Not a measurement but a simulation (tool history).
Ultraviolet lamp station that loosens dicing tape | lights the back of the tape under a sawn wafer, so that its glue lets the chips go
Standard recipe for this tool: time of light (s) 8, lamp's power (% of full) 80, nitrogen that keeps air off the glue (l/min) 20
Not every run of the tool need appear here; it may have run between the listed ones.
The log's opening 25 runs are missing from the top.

run,day,time of light (s),lamp's power (% of full),nitrogen that keeps air off the glue (l/min),hours of work of the lamp,hours of work since the window was cleaned,force that peels the tape off (N),light that reached the tape (mJ/cm²)
26,10.55,15,80,9,195,60,0.427,706
27,10.958,5,73,8,201,65,1.816,211
28,11.3,6,73,25,206,70,1.001,252
29,11.862,6,80,30,214,78,0.812,279
30,12.154,8,80,26,218,83,0.596,375
31,12.729,8,80,9,226,91,1.074,370
32,13.004,12,89,7,230,95,0.622,612
33,13.567,12,89,7,239,103,0.631,614
34,14.104,12,89,7,246,111,0.595,618
35,14.508,12,84,18,252,117,0.392,579
36,15.062,9,61,18,260,124,0.89,315
37,15.529,8,85,20,267,131,0.657,386
38,16.083,8,79,13,275,139,0.944,357
39,16.454,9,79,13,280,144,0.774,402
40,16.692,16,79,12,283,148,0.385,711
41,17.008,16,79,12,288,152,0.395,712
42,17.329,16,68,12,293,157,0.453,611
43,17.675,16,95,32,298,162,0.249,841

Below are 4 alternative next runs, each starting from the tool's condition after run 43. Predict each:
A,18.042,15,76,19,303,167,?,?
B,18.042,8,99,20,303,167,?,?
C,18.042,11,60,8,303,167,?,?
D,18.042,16,98,7,303,167,?,?

run,force that peels the tape off (N),light that reached the tape (mJ/cm²)
A,0.338,638
B,0.524,440
C,1.14,365
D,0.379,876
Had the tool no hidden state, the same runs would have come out as:
run,force that peels the tape off (N),light that reached the tape (mJ/cm²)
A,0.3,721
B,0.441,497
C,0.985,413
D,0.328,991
